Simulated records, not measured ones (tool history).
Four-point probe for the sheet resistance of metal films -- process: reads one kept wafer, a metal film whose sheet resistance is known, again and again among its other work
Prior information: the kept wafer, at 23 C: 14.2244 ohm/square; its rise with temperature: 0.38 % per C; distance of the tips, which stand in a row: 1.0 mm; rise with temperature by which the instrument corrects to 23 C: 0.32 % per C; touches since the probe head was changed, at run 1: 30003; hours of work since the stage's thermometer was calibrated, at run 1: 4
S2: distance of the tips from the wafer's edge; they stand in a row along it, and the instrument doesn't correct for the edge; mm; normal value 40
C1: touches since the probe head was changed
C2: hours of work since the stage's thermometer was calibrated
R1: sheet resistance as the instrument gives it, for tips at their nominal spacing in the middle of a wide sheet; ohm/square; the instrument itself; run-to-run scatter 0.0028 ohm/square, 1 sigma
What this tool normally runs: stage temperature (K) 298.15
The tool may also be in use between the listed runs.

run 1 hour=0.0 | stage_temperature_(K)=298.15 S2=40 | C1=30003 C2=4 | R1=14.249723
run 2 hour=39.5 | stage_temperature_(K)=298.15 S2=40 | C1=30807 C2=28 | R1=14.239324
run 3 hour=74.6 | stage_temperature_(K)=298.15 S2=40 | C1=31523 C2=50 | R1=14.251824
run 4 hour=102.3 | stage_temperature_(K)=298.15 S2=40 | C1=32089 C2=67 | R1=14.245870
run 5 hour=126.3 | stage_temperature_(K)=298.15 S2=40 | C1=32578 C2=81 | R1=14.242108
run 6 hour=146.5 | stage_temperature_(K)=298.15 S2=32 | C1=32991 C2=94 | R1=14.242873
run 7 hour=184.9 | stage_temperature_(K)=298.15 S2=32 | C1=33774 C2=117 | R1=14.245115
run 8 hour=205.4 | stage_temperature_(K)=298.15 S2=32 | C1=34191 C2=129 | R1=14.247966
run 9 hour=247.5 | stage_temperature_(K)=298.15 S2=32 | C1=35049 C2=155 | R1=14.252844
run 10 hour=279.2 | stage_temperature_(K)=298.15 S2=7 | C1=35696 C2=175 | R1=14.394318
run 11 hour=299.3 | stage_temperature_(K)=300.15 S2=46 | C1=36105 C2=187 | R1=14.259131
run 12 hour=343.2 | stage_temperature_(K)=298.15 S2=4 | C1=37001 C2=214 | R1=14.697281
run 13 hour=368.9 | stage_temperature_(K)=295.15 S2=46 | C1=37524 C2=229 | R1=14.216687
run 14 hour=409.5 | stage_temperature_(K)=305.15 S2=8 | C1=38354 C2=254 | R1=14.405273
run 15 hour=452.4 | stage_temperature_(K)=305.15 S2=8 | C1=39229 C2=280 | R1=14.419782
run 16 hour=487.0 | stage_temperature_(K)=305.15 S2=8 | C1=39933 C2=301 | R1=14.413294
run 17 hour=529.2 | stage_temperature_(K)=303.15 S2=4 | C1=40794 C2=327 | R1=14.746209

Predict each of these 4 candidate next runs independently; none follows another, all start after run 17:
run A hour=563.3 | stage_temperature_(K)=300.15 S2=5 | C1=41489 C2=348 | R1=?
run B hour=563.3 | stage_temperature_(K)=307.15 S2=3 | C1=41489 C2=348 | R1=?
run C hour=563.3 | stage_temperature_(K)=292.15 S2=5 | C1=41489 C2=348 | R1=?
run D hour=563.3 | stage_temperature_(K)=303.15 S2=4 | C1=41489 C2=348 | R1=?

run=A R1=14.553794
run=B R1=15.109166
run=C R1=14.491385
run=D R1=14.754750
Had the tool no hidden state, the same runs would have come out as:
run=A R1=14.554406
run=B R1=15.109803
run=C R1=14.491991
run=D R1=14.755372

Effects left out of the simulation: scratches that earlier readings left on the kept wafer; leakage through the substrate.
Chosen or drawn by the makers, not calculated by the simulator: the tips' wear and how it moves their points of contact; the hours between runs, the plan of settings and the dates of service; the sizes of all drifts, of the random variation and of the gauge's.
